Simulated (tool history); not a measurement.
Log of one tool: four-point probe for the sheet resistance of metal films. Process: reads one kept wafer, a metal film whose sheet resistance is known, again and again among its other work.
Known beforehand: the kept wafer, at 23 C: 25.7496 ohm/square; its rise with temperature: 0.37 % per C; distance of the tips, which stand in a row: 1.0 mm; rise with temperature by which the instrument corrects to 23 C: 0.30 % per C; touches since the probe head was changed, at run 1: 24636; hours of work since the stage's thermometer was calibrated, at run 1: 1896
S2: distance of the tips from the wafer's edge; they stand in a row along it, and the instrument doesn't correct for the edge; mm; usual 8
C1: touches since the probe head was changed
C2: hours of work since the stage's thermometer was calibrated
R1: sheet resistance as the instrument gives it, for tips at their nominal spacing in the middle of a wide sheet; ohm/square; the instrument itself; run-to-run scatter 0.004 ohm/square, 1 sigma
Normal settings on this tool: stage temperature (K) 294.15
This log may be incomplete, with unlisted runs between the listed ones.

Run 1, hour 0: usual settings; C1 24636; C2 1896. Result: R1 25.795564 ohm/square.
Run 2, hour 27.7: usual settings but S2 43 mm; C1 25411; C2 1912. Result: R1 25.588327 ohm/square.
Run 3, hour 56.8: usual settings but S2 43 mm; C1 26223; C2 1929. Result: R1 25.586353 ohm/square.
Run 4, hour 91.5: usual settings but S2 43 mm; C1 27192; C2 1949. Result: R1 25.585978 ohm/square.
Run 5, hour 107.4: usual settings but stage temperature (K) 296.15; C1 27636; C2 1958. Result: R1 25.830553 ohm/square.
Run 6, hour 134.4: usual settings but stage temperature (K) 296.15; C1 28392; C2 1974. Result: R1 25.829637 ohm/square.
Run 7, hour 160.3: usual settings but S2 4 mm; C1 29116; C2 1989. Result: R1 26.404088 ohm/square.
Run 8, hour 177.5: usual settings; C1 29597; C2 1999. Result: R1 25.791601 ohm/square.
Run 9, hour 212.9: usual settings but stage temperature (K) 300.15; C1 30586; C2 2020. Result: R1 25.89569 ohm/square.
Run 10, hour 231.3: usual settings; C1 31101; C2 2031. Result: R1 25.789443 ohm/square.
Run 11, hour 251: usual settings; C1 31652; C2 2042. Result: R1 25.792184 ohm/square.
Run 12, hour 281.7: usual settings; C1 32509; C2 2060. Result: R1 25.790194 ohm/square.
Run 13, hour 302.7: usual settings; C1 33096; C2 2073. Result: R1 25.796361 ohm/square.
Run 14, hour 323.4: usual settings; C1 33675; C2 2085. Result: R1 25.790922 ohm/square.
Run 15, hour 356.4: usual settings; C1 34598; C2 2104. Result: R1 25.781508 ohm/square.
Run 16, hour 372.5: usual settings; C1 35046; C2 2113. Result: R1 25.790323 ohm/square.
Run 17, hour 405.1: usual settings but stage temperature (K) 296.15, S2 9 mm; C1 35959; C2 2132. Result: R1 25.778227 ohm/square.
Run 18, hour 437.6: usual settings but stage temperature (K) 301.15, S2 5 mm; C1 36865; C2 2151. Result: R1 26.237457 ohm/square.
Run 19, hour 456.2: usual settings but stage temperature (K) 305.15, S2 48 mm; C1 37385; C2 2162. Result: R1 25.769316 ohm/square.
Run 20, hour 472.1: usual settings but stage temperature (K) 308.15, S2 31 mm; C1 37830; C2 2172. Result: R1 25.827384 ohm/square.
Run 21, hour 488.5: usual settings but stage temperature (K) 292.15, S2 4 mm; C1 38289; C2 2181. Result: R1 26.369682 ohm/square.
Run 22, hour 505: usual settings but stage temperature (K) 296.15, S2 39 mm; C1 38750; C2 2191. Result: R1 25.619524 ohm/square.
Run 23, hour 522.8: usual settings but stage temperature (K) 296.15, S2 12 mm; C1 39246; C2 2201. Result: R1 25.700282 ohm/square.
Run 24, hour 540: usual settings but stage temperature (K) 296.15, S2 12 mm; C1 39729; C2 2211. Result: R1 25.707039 ohm/square.
Run 25, hour 572.3: usual settings but S2 6 mm; C1 40630; C2 2230. Result: R1 25.949176 ohm/square.
Run 26, hour 595: usual settings but stage temperature (K) 299.15, S2 14 mm; C1 41264; C2 2243. Result: R1 25.734847 ohm/square.
Run 27, hour 616.1: usual settings but stage temperature (K) 299.15, S2 14 mm; C1 41856; C2 2256. Result: R1 25.732726 ohm/square.
Run 28, hour 651.2: usual settings but stage temperature (K) 299.15, S2 29 mm; C1 42836; C2 2276. Result: R1 25.687902 ohm/square.
Run 29, hour 665.9: usual settings but stage temperature (K) 306.15, S2 4 mm; C1 43247; C2 2285. Result: R1 26.623262 ohm/square.
Run 30, hour 692.5: usual settings but stage temperature (K) 307.15, S2 11 mm; C1 43989; C2 2300. Result: R1 25.910076 ohm/square.
Run 31, hour 709.6: usual settings but stage temperature (K) 295.15, S2 19 mm; C1 44466; C2 2310. Result: R1 25.638168 ohm/square.

Subtracting, for every run, the result it would have given without the tool's unlogged condition from the measured result gives the following. The same run-to-run variation enters both numbers; the gauge's scatter may not:
Unlogged tool condition in this case: inner tips' distance over the nominal, %; tips' flats over new ones', %; wafer's true temperature over the reading, C; drift of the gauge itself on sheet_ohm, %.
run         R1
  1  -0.137718
  2  -0.136796
  3  -0.136891
  4  -0.137029
  5  -0.137856
  6  -0.138051
  7  -0.141555
  8  -0.138462
  9  -0.137764
 10  -0.138689
 11  -0.138787
 12  -0.138999
 13  -0.139085
 14  -0.139114
 15  -0.139229
 16  -0.139295
 17  -0.138844
 18  -0.140014
 19  -0.136689
 20  -0.136328
 21  -0.143179
 22   -0.13829
 23  -0.138765
 24  -0.138851
 25  -0.140764
 26  -0.138485
 27  -0.138529
 28  -0.138451
 29  -0.141444
 30  -0.137595
 31  -0.139387

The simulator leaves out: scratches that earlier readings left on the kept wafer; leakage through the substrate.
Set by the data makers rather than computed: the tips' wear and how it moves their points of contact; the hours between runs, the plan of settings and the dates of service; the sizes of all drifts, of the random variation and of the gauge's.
